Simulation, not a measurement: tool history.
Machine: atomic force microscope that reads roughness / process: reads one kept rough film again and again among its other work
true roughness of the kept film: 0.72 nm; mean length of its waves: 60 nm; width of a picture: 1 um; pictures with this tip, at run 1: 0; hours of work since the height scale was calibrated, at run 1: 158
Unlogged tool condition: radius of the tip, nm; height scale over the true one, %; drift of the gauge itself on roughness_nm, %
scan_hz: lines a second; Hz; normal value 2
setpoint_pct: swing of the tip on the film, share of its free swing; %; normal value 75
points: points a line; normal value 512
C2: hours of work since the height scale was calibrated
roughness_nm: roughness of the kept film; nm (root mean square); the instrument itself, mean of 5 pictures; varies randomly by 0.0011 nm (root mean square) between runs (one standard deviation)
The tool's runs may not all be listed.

{"run": 1, "day": 0.0, "scan_hz": 2, "setpoint_pct": 75, "points": 512, "pictures with this tip": 0, "C2": 158, "roughness_nm": 0.617}
{"run": 2, "day": 0.829, "scan_hz": 2, "setpoint_pct": 75, "points": 512, "pictures with this tip": 30, "C2": 170, "roughness_nm": 0.618}
{"run": 3, "day": 1.762, "scan_hz": 2, "setpoint_pct": 75, "points": 512, "pictures with this tip": 64, "C2": 183, "roughness_nm": 0.616}
{"run": 4, "day": 2.975, "scan_hz": 2, "setpoint_pct": 75, "points": 512, "pictures with this tip": 108, "C2": 200, "roughness_nm": 0.616}
{"run": 5, "day": 3.742, "scan_hz": 2, "setpoint_pct": 75, "points": 512, "pictures with this tip": 136, "C2": 210, "roughness_nm": 0.617}
{"run": 6, "day": 5.012, "scan_hz": 2, "setpoint_pct": 75, "points": 512, "pictures with this tip": 182, "C2": 228, "roughness_nm": 0.612}
{"run": 7, "day": 5.908, "scan_hz": 2, "setpoint_pct": 75, "points": 512, "pictures with this tip": 214, "C2": 241, "roughness_nm": 0.615}
{"run": 8, "day": 6.988, "scan_hz": 2, "setpoint_pct": 75, "points": 512, "pictures with this tip": 253, "C2": 256, "roughness_nm": 0.611}
{"run": 9, "day": 7.892, "scan_hz": 2, "setpoint_pct": 75, "points": 319, "pictures with this tip": 286, "C2": 268, "roughness_nm": 0.611}
{"run": 10, "day": 8.858, "scan_hz": 2, "setpoint_pct": 77, "points": 319, "pictures with this tip": 321, "C2": 282, "roughness_nm": 0.598}
{"run": 11, "day": 9.496, "scan_hz": 2, "setpoint_pct": 75, "points": 679, "pictures with this tip": 344, "C2": 291, "roughness_nm": 0.61}
{"run": 12, "day": 10.579, "scan_hz": 2, "setpoint_pct": 75, "points": 512, "pictures with this tip": 384, "C2": 306, "roughness_nm": 0.609}
{"day": 10.883, "done": "new tip fitted"}
{"run": 13, "day": 11.712, "scan_hz": 2, "setpoint_pct": 88, "points": 512, "pictures with this tip": 30, "C2": 321, "roughness_nm": 0.551}
{"run": 14, "day": 12.562, "scan_hz": 2, "setpoint_pct": 88, "points": 512, "pictures with this tip": 61, "C2": 333, "roughness_nm": 0.549}
{"run": 15, "day": 13.467, "scan_hz": 2, "setpoint_pct": 88, "points": 512, "pictures with this tip": 93, "C2": 346, "roughness_nm": 0.547}
{"run": 16, "day": 14.317, "scan_hz": 2, "setpoint_pct": 88, "points": 512, "pictures with this tip": 124, "C2": 358, "roughness_nm": 0.55}
{"run": 17, "day": 15.321, "scan_hz": 2, "setpoint_pct": 88, "points": 512, "pictures with this tip": 161, "C2": 372, "roughness_nm": 0.547}
{"run": 18, "day": 16.421, "scan_hz": 2, "setpoint_pct": 88, "points": 512, "pictures with this tip": 201, "C2": 387, "roughness_nm": 0.547}
{"run": 19, "day": 17.512, "scan_hz": 1.4, "setpoint_pct": 88, "points": 512, "pictures with this tip": 240, "C2": 402, "roughness_nm": 0.588}
{"run": 20, "day": 18.679, "scan_hz": 2, "setpoint_pct": 75, "points": 512, "pictures with this tip": 282, "C2": 418, "roughness_nm": 0.613}
{"run": 21, "day": 19.975, "scan_hz": 2, "setpoint_pct": 75, "points": 383, "pictures with this tip": 329, "C2": 436, "roughness_nm": 0.612}
{"run": 22, "day": 20.746, "scan_hz": 2, "setpoint_pct": 75, "points": 383, "pictures with this tip": 357, "C2": 447, "roughness_nm": 0.611}
{"run": 23, "day": 21.542, "scan_hz": 2, "setpoint_pct": 75, "points": 383, "pictures with this tip": 386, "C2": 458, "roughness_nm": 0.61}
{"day": 21.871, "done": "new tip fitted"}
{"run": 24, "day": 22.504, "scan_hz": 2, "setpoint_pct": 75, "points": 987, "pictures with this tip": 23, "C2": 471, "roughness_nm": 0.621}
{"run": 25, "day": 23.075, "scan_hz": 2, "setpoint_pct": 75, "points": 382, "pictures with this tip": 44, "C2": 479, "roughness_nm": 0.619}
{"run": 26, "day": 23.758, "scan_hz": 2, "setpoint_pct": 75, "points": 382, "pictures with this tip": 69, "C2": 489, "roughness_nm": 0.618}
{"run": 27, "day": 24.817, "scan_hz": 2, "setpoint_pct": 75, "points": 382, "pictures with this tip": 107, "C2": 504, "roughness_nm": 0.618}
{"run": 28, "day": 25.921, "scan_hz": 2, "setpoint_pct": 75, "points": 382, "pictures with this tip": 147, "C2": 519, "roughness_nm": 0.617}
{"run": 29, "day": 26.508, "scan_hz": 3.93, "setpoint_pct": 75, "points": 512, "pictures with this tip": 168, "C2": 527, "roughness_nm": 0.545}
{"run": 30, "day": 27.567, "scan_hz": 0.51, "setpoint_pct": 75, "points": 368, "pictures with this tip": 207, "C2": 542, "roughness_nm": 0.688}
{"run": 31, "day": 28.283, "scan_hz": 0.51, "setpoint_pct": 75, "points": 368, "pictures with this tip": 233, "C2": 552, "roughness_nm": 0.685}
{"run": 32, "day": 29.404, "scan_hz": 1.29, "setpoint_pct": 80, "points": 512, "pictures with this tip": 273, "C2": 568, "roughness_nm": 0.63}
{"run": 33, "day": 30.329, "scan_hz": 0.59, "setpoint_pct": 69, "points": 415, "pictures with this tip": 307, "C2": 581, "roughness_nm": 0.691}
{"run": 34, "day": 31.367, "scan_hz": 3.63, "setpoint_pct": 72, "points": 280, "pictures with this tip": 345, "C2": 595, "roughness_nm": 0.567}
{"run": 35, "day": 32.304, "scan_hz": 2, "setpoint_pct": 70, "points": 922, "pictures with this tip": 378, "C2": 608, "roughness_nm": 0.635}
{"day": 32.775, "done": "new tip fitted"}
{"run": 36, "day": 33.571, "scan_hz": 2, "setpoint_pct": 72, "points": 617, "pictures with this tip": 29, "C2": 626, "roughness_nm": 0.637}
{"run": 37, "day": 34.288, "scan_hz": 0.51, "setpoint_pct": 73, "points": 447, "pictures with this tip": 55, "C2": 636, "roughness_nm": 0.694}
{"run": 38, "day": 35.475, "scan_hz": 0.51, "setpoint_pct": 73, "points": 729, "pictures with this tip": 98, "C2": 652, "roughness_nm": 0.695}
{"run": 39, "day": 36.375, "scan_hz": 2, "setpoint_pct": 58, "points": 484, "pictures with this tip": 130, "C2": 665, "roughness_nm": 0.68}
{"run": 40, "day": 36.975, "scan_hz": 2, "setpoint_pct": 58, "points": 484, "pictures with this tip": 152, "C2": 673, "roughness_nm": 0.679}
{"run": 41, "day": 38.225, "scan_hz": 2, "setpoint_pct": 58, "points": 484, "pictures with this tip": 197, "C2": 691, "roughness_nm": 0.677}
{"run": 42, "day": 39.442, "scan_hz": 2.72, "setpoint_pct": 64, "points": 536, "pictures with this tip": 241, "C2": 708, "roughness_nm": 0.643}
{"run": 43, "day": 40.188, "scan_hz": 2.72, "setpoint_pct": 64, "points": 536, "pictures with this tip": 268, "C2": 718, "roughness_nm": 0.64}
{"run": 44, "day": 40.967, "scan_hz": 2.72, "setpoint_pct": 64, "points": 536, "pictures with this tip": 297, "C2": 729, "roughness_nm": 0.64}
{"run": 45, "day": 42.275, "scan_hz": 1.63, "setpoint_pct": 75, "points": 740, "pictures with this tip": 344, "C2": 747, "roughness_nm": 0.632}
{"run": 46, "day": 43.308, "scan_hz": 1.2, "setpoint_pct": 71, "points": 512, "pictures with this tip": 382, "C2": 762, "roughness_nm": 0.662}
{"day": 43.696, "done": "new tip fitted"}
{"run": 47, "day": 44.625, "scan_hz": 1.51, "setpoint_pct": 71, "points": 465, "pictures with this tip": 34, "C2": 780, "roughness_nm": 0.659}
{"run": 48, "day": 45.912, "scan_hz": 1.51, "setpoint_pct": 71, "points": 465, "pictures with this tip": 80, "C2": 798, "roughness_nm": 0.655}
{"run": 49, "day": 46.683, "scan_hz": 1.51, "setpoint_pct": 71, "points": 465, "pictures with this tip": 108, "C2": 808, "roughness_nm": 0.657}
{"run": 50, "day": 47.733, "scan_hz": 1.51, "setpoint_pct": 71, "points": 465, "pictures with this tip": 146, "C2": 823, "roughness_nm": 0.655}
{"run": 51, "day": 48.425, "scan_hz": 1.51, "setpoint_pct": 71, "points": 465, "pictures with this tip": 171, "C2": 833, "roughness_nm": 0.655}
{"run": 52, "day": 49.562, "scan_hz": 1.51, "setpoint_pct": 87, "points": 575, "pictures with this tip": 212, "C2": 848, "roughness_nm": 0.588}
{"run": 53, "day": 50.808, "scan_hz": 1.01, "setpoint_pct": 75, "points": 781, "pictures with this tip": 258, "C2": 866, "roughness_nm": 0.664}

Hidden state at the last listed run before each entry between runs and at the first one after, where it differs:
After run 12, before run 13: new tip fitted (day 10.883)
  radius of the tip, nm: 24.4 -> 6.9; height scale over the true one, %: 0.43 -> 0.44
  difference, measured minus the result without the unlogged condition, roughness_nm: -0.006 -> +0.002 nm (root mean square)
After run 23, before run 24: new tip fitted (day 21.871)
  radius of the tip, nm: 24.4 -> 6.1; height scale over the true one, %: 0.6 -> 0.62
  difference, measured minus the result without the unlogged condition, roughness_nm: -0.006 -> +0.003 nm (root mean square)
After run 35, before run 36: new tip fitted (day 32.775)
  radius of the tip, nm: 22.8 -> 6.4; height scale over the true one, %: 0.78 -> 0.8
  difference, measured minus the result without the unlogged condition, roughness_nm: -0.004 -> +0.004 nm (root mean square)
After run 46, before run 47: new tip fitted (day 43.696)
  radius of the tip, nm: 23.2 -> 6.8; height scale over the true one, %: 0.96 -> 0.98
  difference, measured minus the result without the unlogged condition, roughness_nm: -0.003 -> +0.005 nm (root mean square)

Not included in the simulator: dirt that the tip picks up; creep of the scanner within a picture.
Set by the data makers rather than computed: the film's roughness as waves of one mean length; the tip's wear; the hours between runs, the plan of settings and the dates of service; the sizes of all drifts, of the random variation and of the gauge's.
